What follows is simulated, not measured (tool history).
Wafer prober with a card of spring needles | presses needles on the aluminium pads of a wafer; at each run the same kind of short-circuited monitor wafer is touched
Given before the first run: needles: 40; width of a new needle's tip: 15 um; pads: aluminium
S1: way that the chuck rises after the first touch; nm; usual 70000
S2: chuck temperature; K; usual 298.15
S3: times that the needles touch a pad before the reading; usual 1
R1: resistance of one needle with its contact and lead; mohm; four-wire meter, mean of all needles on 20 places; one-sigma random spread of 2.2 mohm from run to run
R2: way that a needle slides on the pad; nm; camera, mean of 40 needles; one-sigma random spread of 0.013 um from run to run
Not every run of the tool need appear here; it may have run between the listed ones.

{"run": 1, "hour": 0.0, "S1": 70000, "S2": 298.15, "S3": 1, "R1": 308, "R2": 8580}
{"run": 2, "hour": 16.4, "S1": 79000, "S2": 298.15, "S3": 1, "R1": 294, "R2": 9740}
{"run": 3, "hour": 34.1, "S1": 79000, "S2": 298.15, "S3": 1, "R1": 247, "R2": 9740}
{"run": 4, "hour": 53.0, "S1": 79000, "S2": 298.15, "S3": 1, "R1": 274, "R2": 9720}
{"run": 5, "hour": 64.6, "S1": 70000, "S2": 350.15, "S3": 1, "R1": 266, "R2": 8610}
{"run": 6, "hour": 78.3, "S1": 66000, "S2": 298.15, "S3": 1, "R1": 246, "R2": 8120}
{"run": 7, "hour": 96.0, "S1": 66000, "S2": 298.15, "S3": 1, "R1": 279, "R2": 8100}
{"run": 8, "hour": 105.7, "S1": 66000, "S2": 352.15, "S3": 1, "R1": 331, "R2": 8090}
{"run": 9, "hour": 119.6, "S1": 70000, "S2": 349.15, "S3": 1, "R1": 317, "R2": 8580}
{"run": 10, "hour": 140.0, "S1": 70000, "S2": 311.15, "S3": 1, "R1": 275, "R2": 8560}
{"run": 11, "hour": 153.6, "S1": 70000, "S2": 311.15, "S3": 1, "R1": 251, "R2": 8640}
{"run": 12, "hour": 171.3, "S1": 70000, "S2": 311.15, "S3": 1, "R1": 272, "R2": 8640}
{"run": 13, "hour": 184.7, "S1": 70000, "S2": 311.15, "S3": 1, "R1": 264, "R2": 8630}
{"run": 14, "hour": 193.5, "S1": 70000, "S2": 311.15, "S3": 1, "R1": 305, "R2": 8630}
{"run": 15, "hour": 205.7, "S1": 70000, "S2": 298.15, "S3": 1, "R1": 292, "R2": 8600}
{"run": 16, "hour": 219.2, "S1": 70000, "S2": 298.15, "S3": 1, "R1": 287, "R2": 8630}
{"run": 17, "hour": 236.0, "S1": 70000, "S2": 298.15, "S3": 1, "R1": 301, "R2": 8590}
{"run": 18, "hour": 247.0, "S1": 59000, "S2": 310.15, "S3": 1, "R1": 295, "R2": 7250}
{"run": 19, "hour": 258.2, "S1": 59000, "S2": 310.15, "S3": 1, "R1": 262, "R2": 7230}
{"run": 20, "hour": 275.0, "S1": 81000, "S2": 350.15, "S3": 1, "R1": 274, "R2": 9930}
{"run": 21, "hour": 287.7, "S1": 81000, "S2": 350.15, "S3": 1, "R1": 261, "R2": 9990}
{"run": 22, "hour": 303.2, "S1": 81000, "S2": 345.15, "S3": 2, "R1": 259, "R2": 10000}
{"run": 23, "hour": 314.7, "S1": 63000, "S2": 298.15, "S3": 3, "R1": 270, "R2": 7750}
{"run": 24, "hour": 331.5, "S1": 63000, "S2": 298.15, "S3": 3, "R1": 241, "R2": 7710}
{"run": 25, "hour": 343.3, "S1": 63000, "S2": 298.15, "S3": 3, "R1": 266, "R2": 7760}
{"run": 26, "hour": 352.5, "S1": 71000, "S2": 337.15, "S3": 1, "R1": 300, "R2": 8740}
{"run": 27, "hour": 372.0, "S1": 77000, "S2": 305.15, "S3": 1, "R1": 296, "R2": 9460}
{"run": 28, "hour": 392.1, "S1": 85000, "S2": 359.15, "S3": 1, "R1": 263, "R2": 10450}
{"run": 29, "hour": 405.8, "S1": 69000, "S2": 359.15, "S3": 1, "R1": 324, "R2": 8480}
{"run": 30, "hour": 419.3, "S1": 69000, "S2": 359.15, "S3": 1, "R1": 325, "R2": 8530}
{"run": 31, "hour": 434.1, "S1": 74000, "S2": 359.15, "S3": 1, "R1": 315, "R2": 9130}
{"run": 32, "hour": 451.6, "S1": 70000, "S2": 307.15, "S3": 2, "R1": 285, "R2": 8630}

Between the runs listed above, the log contained 34 entries, not reproduced here. Where in the sequence does each belong, and how does what the log doesn't record of the tool's condition differ from the listed run before to the listed run after?
After run 1, before run 2: tips cleaned on abrasive film (hour 3.3); height of the first contact set anew (hour 15.9)
  debris on the tips, nm: 116.3 -> 117; way that the needles fall short of the set height, um: 0.44 -> 0; tips' diameter, um: 15.93 -> 15.95
  measured result minus the result with no hidden state, R1: +69 -> +57 mohm; R2: -50 -> +0 nm
After run 2, before run 3: tips cleaned on abrasive film (hour 19.0); tips cleaned on abrasive film (hour 34.1)
  debris on the tips, nm: 117 -> 7.2; way that the needles fall short of the set height, um: 0 -> 0.15; tips' diameter, um: 15.95 -> 16.01
  measured result minus the result with no hidden state, R1: +57 -> +4 mohm; R2: +0 -> -20 nm
After run 3, before run 4: tips cleaned on abrasive film (hour 48.9)
  debris on the tips, nm: 7.2 -> 70.4; way that the needles fall short of the set height, um: 0.15 -> 0.22; tips' diameter, um: 16.01 -> 16.03
  measured result minus the result with no hidden state, R1: +4 -> +35 mohm; R2: -20 -> -30 nm
After run 4, before run 5: tips cleaned on abrasive film (hour 63.8)
  debris on the tips, nm: 70.4 -> 21; way that the needles fall short of the set height, um: 0.22 -> 0.27; tips' diameter, um: 16.03 -> 16.05
  measured result minus the result with no hidden state, R1: +35 -> +12 mohm; R2: -30 -> -40 nm
After run 5, before run 6: tips cleaned on abrasive film (hour 78.3)
  debris on the tips, nm: 21 -> 9.8; way that the needles fall short of the set height, um: 0.27 -> 0.32; tips' diameter, um: 16.05 -> 16.07
  measured result minus the result with no hidden state, R1: +12 -> +7 mohm; R2: -40 -> -40 nm
After run 6, before run 7: tips cleaned on abrasive film (hour 92.7)
  debris on the tips, nm: 9.8 -> 60.2; way that the needles fall short of the set height, um: 0.32 -> 0.4; tips' diameter, um: 16.07 -> 16.09
  measured result minus the result with no hidden state, R1: +7 -> +39 mohm; R2: -40 -> -50 nm
After run 8, before run 9: tips cleaned on abrasive film (hour 107.4)
  debris on the tips, nm: 119.3 -> 113; way that the needles fall short of the set height, um: 0.4 -> 0.48; tips' diameter, um: 16.09 -> 16.12
  measured result minus the result with no hidden state, R1: +73 -> +63 mohm; R2: -50 -> -60 nm
After run 9, before run 10: tips cleaned on abrasive film (hour 122.4); tips cleaned on abrasive film (hour 137.9)
  debris on the tips, nm: 113 -> 46; way that the needles fall short of the set height, um: 0.48 -> 0.63; tips' diameter, um: 16.12 -> 16.17
  measured result minus the result with no hidden state, R1: +63 -> +29 mohm; R2: -60 -> -70 nm
After run 10, before run 11: height of the first contact set anew (hour 150.2); tips cleaned on abrasive film (hour 153.6)
  debris on the tips, nm: 46 -> 8.9; way that the needles fall short of the set height, um: 0.63 -> 0.06; tips' diameter, um: 16.17 -> 16.19
  measured result minus the result with no hidden state, R1: +29 -> +6 mohm; R2: -70 -> -10 nm
After run 11, before run 12: tips cleaned on abrasive film (hour 168.5)
  debris on the tips, nm: 8.9 -> 51.8; way that the needles fall short of the set height, um: 0.06 -> 0.11; tips' diameter, um: 16.19 -> 16.21
  measured result minus the result with no hidden state, R1: +6 -> +31 mohm; R2: -10 -> -10 nm
After run 12, before run 13: tips cleaned on abrasive film (hour 183.6)
  debris on the tips, nm: 51.8 -> 33.6; way that the needles fall short of the set height, um: 0.11 -> 0.19; tips' diameter, um: 16.21 -> 16.24
  measured result minus the result with no hidden state, R1: +31 -> +20 mohm; R2: -10 -> -30 nm
After run 14, before run 15: tips cleaned on abrasive film (hour 198.5)
  debris on the tips, nm: 110.8 -> 95.2; way that the needles fall short of the set height, um: 0.19 -> 0.25; tips' diameter, um: 16.24 -> 16.26
  measured result minus the result with no hidden state, R1: +65 -> +57 mohm; R2: -20 -> -30 nm
After run 15, before run 16: tips cleaned on abrasive film (hour 213.5)
  debris on the tips, nm: 95.2 -> 76.3; way that the needles fall short of the set height, um: 0.25 -> 0.3; tips' diameter, um: 16.26 -> 16.28
  measured result minus the result with no hidden state, R1: +57 -> +46 mohm; R2: -30 -> -40 nm
After run 16, before run 17: tips cleaned on abrasive film (hour 228.0)
  debris on the tips, nm: 76.3 -> 98.8; way that the needles fall short of the set height, um: 0.3 -> 0.36; tips' diameter, um: 16.28 -> 16.3
  measured result minus the result with no hidden state, R1: +46 -> +60 mohm; R2: -40 -> -40 nm
After run 17, before run 18: tips cleaned on abrasive film (hour 242.7)
  debris on the tips, nm: 98.8 -> 68.3; way that the needles fall short of the set height, um: 0.36 -> 0.42; tips' diameter, um: 16.3 -> 16.32
  measured result minus the result with no hidden state, R1: +60 -> +53 mohm; R2: -40 -> -50 nm
After run 18, before run 19: tips cleaned on abrasive film (hour 257.5)
  debris on the tips, nm: 68.3 -> 22.7; way that the needles fall short of the set height, um: 0.42 -> 0.47; tips' diameter, um: 16.32 -> 16.34
  measured result minus the result with no hidden state, R1: +53 -> +19 mohm; R2: -50 -> -50 nm
After run 19, before run 20: tips cleaned on abrasive film (hour 272.3)
  debris on the tips, nm: 22.7 -> 61.1; way that the needles fall short of the set height, um: 0.47 -> 0.52; tips' diameter, um: 16.34 -> 16.36
  measured result minus the result with no hidden state, R1: +19 -> +28 mohm; R2: -50 -> -70 nm
After run 20, before run 21: height of the first contact set anew (hour 283.6); tips cleaned on abrasive film (hour 287.3)
  debris on the tips, nm: 61.1 -> 21.9; way that the needles fall short of the set height, um: 0.52 -> 0.05; tips' diameter, um: 16.36 -> 16.37
  measured result minus the result with no hidden state, R1: +28 -> +10 mohm; R2: -70 -> -10 nm
After run 21, before run 22: tips cleaned on abrasive film (hour 302.3)
  debris on the tips, nm: 21.9 -> 24.7; way that the needles fall short of the set height, um: 0.05 -> 0.1; tips' diameter, um: 16.37 -> 16.39
  measured result minus the result with no hidden state, R1: +10 -> +8 mohm; R2: -10 -> -10 nm
After run 23, before run 24: tips cleaned on abrasive film (hour 317.2); tips cleaned on abrasive film (hour 331.5)
  debris on the tips, nm: 119.9 -> 6.5; way that the needles fall short of the set height, um: 0.1 -> 0.25; tips' diameter, um: 16.39 -> 16.45
  measured result minus the result with no hidden state, R1: +32 -> +2 mohm; R2: -10 -> -30 nm
After run 25, before run 26: tips cleaned on abrasive film (hour 346.1)
  debris on the tips, nm: 112.2 -> 91.2; way that the needles fall short of the set height, um: 0.25 -> 0.31; tips' diameter, um: 16.45 -> 16.46
  measured result minus the result with no hidden state, R1: +29 -> +52 mohm; R2: -30 -> -40 nm
After run 26, before run 27: tips cleaned on abrasive film (hour 361.6)
  debris on the tips, nm: 91.2 -> 112; way that the needles fall short of the set height, um: 0.31 -> 0.38; tips' diameter, um: 16.46 -> 16.49
  measured result minus the result with no hidden state, R1: +52 -> +58 mohm; R2: -40 -> -50 nm
After run 27, before run 28: tips cleaned on abrasive film (hour 377.2); tips cleaned on abrasive film (hour 391.8)
  debris on the tips, nm: 112 -> 17.8; way that the needles fall short of the set height, um: 0.38 -> 0.52; tips' diameter, um: 16.49 -> 16.54
  measured result minus the result with no hidden state, R1: +58 -> +8 mohm; R2: -50 -> -60 nm
After run 29, before run 30: tips cleaned on abrasive film (hour 407.4); height of the first contact set anew (hour 417.9)
  debris on the tips, nm: 123.5 -> 115.6; way that the needles fall short of the set height, um: 0.52 -> 0; tips' diameter, um: 16.54 -> 16.57
  measured result minus the result with no hidden state, R1: +71 -> +67 mohm; R2: -60 -> +0 nm
After run 30, before run 31: tips cleaned on abrasive film (hour 422.2)
  debris on the tips, nm: 115.6 -> 114.9; way that the needles fall short of the set height, um: 0 -> 0.06; tips' diameter, um: 16.57 -> 16.59
  measured result minus the result with no hidden state, R1: +67 -> +59 mohm; R2: +0 -> -10 nm
After run 31, before run 32: tips cleaned on abrasive film (hour 437.5)
  debris on the tips, nm: 114.9 -> 120.1; way that the needles fall short of the set height, um: 0.06 -> 0.12; tips' diameter, um: 16.59 -> 16.61
  measured result minus the result with no hidden state, R1: +59 -> +44 mohm; R2: -10 -> -10 nm

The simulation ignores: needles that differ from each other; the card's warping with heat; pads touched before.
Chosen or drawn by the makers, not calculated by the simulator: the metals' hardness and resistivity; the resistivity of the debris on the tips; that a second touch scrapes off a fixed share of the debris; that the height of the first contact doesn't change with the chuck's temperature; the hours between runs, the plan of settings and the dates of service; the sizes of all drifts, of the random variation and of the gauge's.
